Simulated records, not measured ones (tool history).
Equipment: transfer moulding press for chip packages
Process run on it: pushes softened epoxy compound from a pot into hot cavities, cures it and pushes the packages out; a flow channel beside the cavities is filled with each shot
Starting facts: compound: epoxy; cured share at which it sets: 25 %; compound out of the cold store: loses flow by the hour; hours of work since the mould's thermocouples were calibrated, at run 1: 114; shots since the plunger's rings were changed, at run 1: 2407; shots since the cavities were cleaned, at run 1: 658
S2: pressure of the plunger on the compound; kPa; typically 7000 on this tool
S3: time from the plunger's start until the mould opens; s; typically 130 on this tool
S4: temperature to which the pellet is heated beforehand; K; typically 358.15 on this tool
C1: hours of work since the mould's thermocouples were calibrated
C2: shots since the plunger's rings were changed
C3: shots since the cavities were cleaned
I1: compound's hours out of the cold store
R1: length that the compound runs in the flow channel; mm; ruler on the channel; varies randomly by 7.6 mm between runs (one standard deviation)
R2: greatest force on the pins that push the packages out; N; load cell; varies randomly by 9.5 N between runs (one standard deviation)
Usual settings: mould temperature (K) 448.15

Run 1, hour 0.0: usual settings; C1 114; C2 2407; C3 658; I1 47.1. Result: R1 757 mm, R2 720 N.
At hour 10.5: cavities cleaned with cleaning compound and waxed.
Run 2, hour 15.0: usual settings; C1 123; C2 2541; C3 45; I1 47.8. Result: R1 755 mm, R2 474 N.
Run 3, hour 39.0: usual settings but mould temperature (K) 456.15; C1 138; C2 2777; C3 281; I1 32.4. Result: R1 767 mm, R2 537 N.
Run 4, hour 52.8: usual settings but mould temperature (K) 456.15, S3 147 s; C1 147; C2 2913; C3 417; I1 16.2. Result: R1 804 mm, R2 597 N.
Run 5, hour 62.6: usual settings but mould temperature (K) 456.15, S3 147 s; C1 153; C2 3011; C3 515; I1 22.9. Result: R1 784 mm, R2 625 N.
Run 6, hour 85.1: usual settings but mould temperature (K) 456.15, S3 147 s; C1 168; C2 3233; C3 737; I1 30.2. Result: R1 756 mm, R2 669 N.

Expected results for the next run?
At hour 88.6: cavities cleaned with cleaning compound and waxed.
Run 7, hour 110.4: usual settings but S2 8420 kPa, S4 356.15 K; C1 183; C2 3468; C3 215; I1 12.1. Result: R1 ?, R2 ?.

{"run 7": {"R1": 918, "R2": 594}}
With no hidden state in the tool, this same run would have given R1 970 mm, R2 432 N.
